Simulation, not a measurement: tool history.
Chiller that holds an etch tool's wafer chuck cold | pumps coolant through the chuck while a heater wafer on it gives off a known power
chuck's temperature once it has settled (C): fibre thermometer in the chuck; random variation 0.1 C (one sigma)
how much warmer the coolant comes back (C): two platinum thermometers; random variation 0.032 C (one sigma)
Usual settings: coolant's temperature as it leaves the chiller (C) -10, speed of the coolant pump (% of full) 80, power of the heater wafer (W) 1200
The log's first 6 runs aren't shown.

run	hour	coolant's temperature as it leaves the chiller (C)	speed of the coolant pump (% of full)	power of the heater wafer (W)	chuck's temperature once it has settled (C)	how much warmer the coolant comes back (C)
7	702.5	-10	80	660	-3.9	1.88
8	811.6	-1	80	1200	9.6	3.57
9	880.6	-1	80	1200	9.6	3.51
10	1025.2	-1	80	1200	9.6	3.54
11	1174.7	-1	80	1200	10.0	3.50
# hour 1235.9: coolant changed, channels flushed
12	1289.3	-17	80	1200	-7.9	3.53
# hour 1363.9: chiller's thermometer calibrated
13	1414.2	-10	80	1200	-1.9	3.52
14	1526.4	-10	80	1200	-1.6	3.49
15	1649.4	-10	80	1200	-1.7	3.56
16	1777.4	-20	86	1200	-11.9	3.31
17	1847.8	-16	71	607	-11.4	1.98
18	1994.8	-3	80	650	1.8	1.91
19	2122.0	-2	80	1294	7.3	3.85
20	2201.7	-6	64	1200	3.9	4.41
21	2294.4	-10	70	612	-5.2	2.03
22	2362.7	-15	82	1125	-6.8	3.26
23	2444.8	-10	80	652	-5.0	1.97
24	2534.1	-10	80	652	-5.0	1.93
25	2608.6	-15	80	1200	-6.0	3.54
26	2722.3	-11	67	1200	-1.1	4.22

The next listed run, before its measurement:
27	2871.0	-19	80	1409	?	?

chuck's temperature once it has settled (C): -8.6
how much warmer the coolant comes back (C): 4.21
Without the tool's hidden state the same run would have given chuck's temperature once it has settled (C) -9.9, how much warmer the coolant comes back (C) 3.92.
